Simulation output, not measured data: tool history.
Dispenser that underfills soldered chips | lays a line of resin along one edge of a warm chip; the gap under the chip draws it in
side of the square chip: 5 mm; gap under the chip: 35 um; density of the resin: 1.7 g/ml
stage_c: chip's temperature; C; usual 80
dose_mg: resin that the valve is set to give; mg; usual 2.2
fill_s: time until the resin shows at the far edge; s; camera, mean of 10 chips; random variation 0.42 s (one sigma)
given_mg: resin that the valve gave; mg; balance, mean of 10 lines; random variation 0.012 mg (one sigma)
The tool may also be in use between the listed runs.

Run 1, hour 0: usual settings. Result: fill_s 29.1 s, given_mg 2.19 mg.
Run 2, hour 4.6: usual settings. Result: fill_s 33.6 s, given_mg 2.17 mg.
Run 3, hour 7.7: usual settings but dose_mg 2.84 mg. Result: fill_s 35.1 s, given_mg 2.81 mg.
Run 4, hour 11.5: usual settings but stage_c 89 C. Result: fill_s 29.7 s, given_mg 2.16 mg.
At hour 12.3: new syringe of resin.
Run 5, hour 16.3: usual settings. Result: fill_s 32.1 s, given_mg 2.17 mg.
Run 6, hour 19.4: usual settings but stage_c 69 C. Result: fill_s 54.4 s, given_mg 2.17 mg.
At hour 24.4: new syringe of resin.
Run 7, hour 24.9: usual settings but stage_c 69 C. Result: fill_s 44.1 s, given_mg 2.17 mg.
Run 8, hour 29.5: usual settings but stage_c 69 C. Result: fill_s 53 s, given_mg 2.17 mg.
Run 9, hour 35.3: usual settings. Result: fill_s 41.5 s, given_mg 2.16 mg.
At hour 36.6: new syringe of resin.
Run 10, hour 40.3: usual settings but dose_mg 2.33 mg. Result: fill_s 32 s, given_mg 2.29 mg.
Run 11, hour 46.1: usual settings but dose_mg 2.33 mg. Result: fill_s 38.9 s, given_mg 2.27 mg.
At hour 48.8: new syringe of resin.
Run 12, hour 49.3: usual settings but dose_mg 2.33 mg. Result: fill_s 29.1 s, given_mg 2.27 mg.

Forecast run 13:
Run 13, hour 55.5: usual settings but dose_mg 2.33 mg. Result: fill_s ?, given_mg ?.

{"run 13": {"fill_s": 36.6, "given_mg": 2.29}}
Without the tool's hidden state the same run would have given fill_s 29.7 s, given_mg 2.35 mg.
